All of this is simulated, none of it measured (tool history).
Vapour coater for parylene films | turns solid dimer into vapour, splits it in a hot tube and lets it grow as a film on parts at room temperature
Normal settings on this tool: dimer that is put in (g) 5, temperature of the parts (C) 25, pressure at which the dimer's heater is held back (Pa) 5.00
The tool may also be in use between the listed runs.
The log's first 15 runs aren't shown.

| run | hour | dimer that is put in (g) | temperature of the parts (C) | pressure at which the dimer's heater is held back (Pa) | thickness of the film (nm) |
|---|---|---|---|---|---|
| 16 | 655.2 | 5 | 20 | 5.00 | 1210 |
| 17 | 711.3 | 5 | 20 | 5.00 | 1160 |
| 18 | 758.2 | 5 | 25 | 5.00 | 1000 |
| 19 | 807.0 | 5 | 25 | 5.00 | 1000 |
|  | 837.6 | table's thermometer calibrated |
| 20 | 855.8 | 5 | 25 | 5.00 | 1010 |
| 21 | 894.7 | 5 | 25 | 5.00 | 1000 |
| 22 | 939.2 | 5 | 27 | 5.00 | 930 |
| 23 | 973.7 | 5 | 27 | 5.00 | 940 |
|  | 1006.7 | table's thermometer calibrated, once more |
| 24 | 1028.8 | 5 | 27 | 5.00 | 860 |
| 25 | 1061.0 | 8 | 30 | 2.27 | 1430 |
| 26 | 1114.1 | 8 | 30 | 2.27 | 1450 |
| 27 | 1142.8 | 7 | 21 | 2.72 | 1640 |

Run 28 has not been measured yet. What should we expect?
| 28 | 1197.9 | 7 | 21 | 2.72 | ? |

Run 28 produced thickness of the film (nm) 1570.
Take away the tool's hidden state, keep the run-to-run variation as it was, and the same run would have given thickness of the film (nm) 1800.
